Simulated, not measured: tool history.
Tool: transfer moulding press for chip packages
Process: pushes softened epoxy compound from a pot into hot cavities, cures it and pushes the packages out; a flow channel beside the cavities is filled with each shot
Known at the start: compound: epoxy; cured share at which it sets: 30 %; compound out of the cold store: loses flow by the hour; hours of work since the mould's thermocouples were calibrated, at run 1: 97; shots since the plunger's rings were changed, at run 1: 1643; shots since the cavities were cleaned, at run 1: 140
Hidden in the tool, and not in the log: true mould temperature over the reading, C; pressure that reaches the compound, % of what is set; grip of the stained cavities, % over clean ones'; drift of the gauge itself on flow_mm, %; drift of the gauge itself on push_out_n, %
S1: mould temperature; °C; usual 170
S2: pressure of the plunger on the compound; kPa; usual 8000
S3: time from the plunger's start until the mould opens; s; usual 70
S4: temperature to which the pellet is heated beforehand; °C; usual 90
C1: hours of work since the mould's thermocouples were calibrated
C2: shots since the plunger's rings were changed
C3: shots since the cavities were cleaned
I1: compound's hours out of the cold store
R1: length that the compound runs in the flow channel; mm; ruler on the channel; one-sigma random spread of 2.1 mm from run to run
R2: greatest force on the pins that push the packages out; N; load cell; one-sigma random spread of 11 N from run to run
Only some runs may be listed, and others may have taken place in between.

run	hour	S1	S2	S3	S4	C1	C2	C3	I1	R1	R2
1	0.0	170	8000	70	90	97	1643	140	32.4	944	737
2	13.8	170	8000	70	90	106	1883	380	36.2	926	949
3	24.8	170	8000	70	90	113	2076	573	20.7	995	1071
4	32.8	170	8000	70	90	118	2216	713	14.1	1022	1081
5	46.3	170	8000	70	90	127	2450	947	39.4	910	1088
# hour 51.9: cavities cleaned with cleaning compound and waxed
6	59.2	170	8000	70	90	134	2651	129	15.3	1012	738
7	69.4	170	8000	70	90	140	2828	306	22.5	978	858
8	78.7	170	8000	70	99	146	2991	469	27.3	947	910
9	86.9	170	8000	70	99	152	3133	611	29.2	942	975
10	103.9	170	8000	70	99	163	3430	908	28.8	943	1023
# hour 111.3: cavities cleaned with cleaning compound and waxed
11	119.8	170	8000	70	97	172	3682	150	12.1	1015	749
12	135.3	170	8000	70	97	182	3952	420	19.5	979	933
13	148.1	170	8000	70	97	190	4174	642	8.4	1033	1048
14	166.1	170	7740	92	97	201	4489	957	35.4	893	675
# hour 170.4: cavities cleaned with cleaning compound and waxed
# hour 178.8: plunger's sealing rings changed
15	186.1	177	7930	76	89	212	127	230	27.8	938	516
16	196.3	164	6180	68	98	218	305	408	18.8	914	1655
17	206.3	164	6180	68	98	224	479	582	11.7	947	1780
18	219.6	164	8100	67	98	233	710	813	10.0	1096	1961
19	227.9	169	9450	83	89	238	856	959	20.3	1091	831
# hour 233.0: cavities cleaned with cleaning compound and waxed
20	246.6	166	6770	64	97	249	1156	237	8.3	987	1493
21	263.1	166	8000	70	83	260	1445	526	9.2	1075	1537
22	273.6	166	8000	70	83	267	1627	708	42.8	919	1372
23	281.0	169	6230	71	97	271	1755	836	16.6	892	1080

Run by run, hidden condition taken away, random variation retained:
run	R1	R2
1	958	528
2	942	543
3	1012	561
4	1042	544
5	929	531
6	1035	560
7	1002	531
8	971	506
9	967	514
10	970	505
11	1047	548
12	1012	532
13	1069	550
14	927	330
15	944	332
16	921	942
17	955	941
18	1108	986
19	1104	408
20	1001	971
21	1092	833
22	935	710
23	908	541

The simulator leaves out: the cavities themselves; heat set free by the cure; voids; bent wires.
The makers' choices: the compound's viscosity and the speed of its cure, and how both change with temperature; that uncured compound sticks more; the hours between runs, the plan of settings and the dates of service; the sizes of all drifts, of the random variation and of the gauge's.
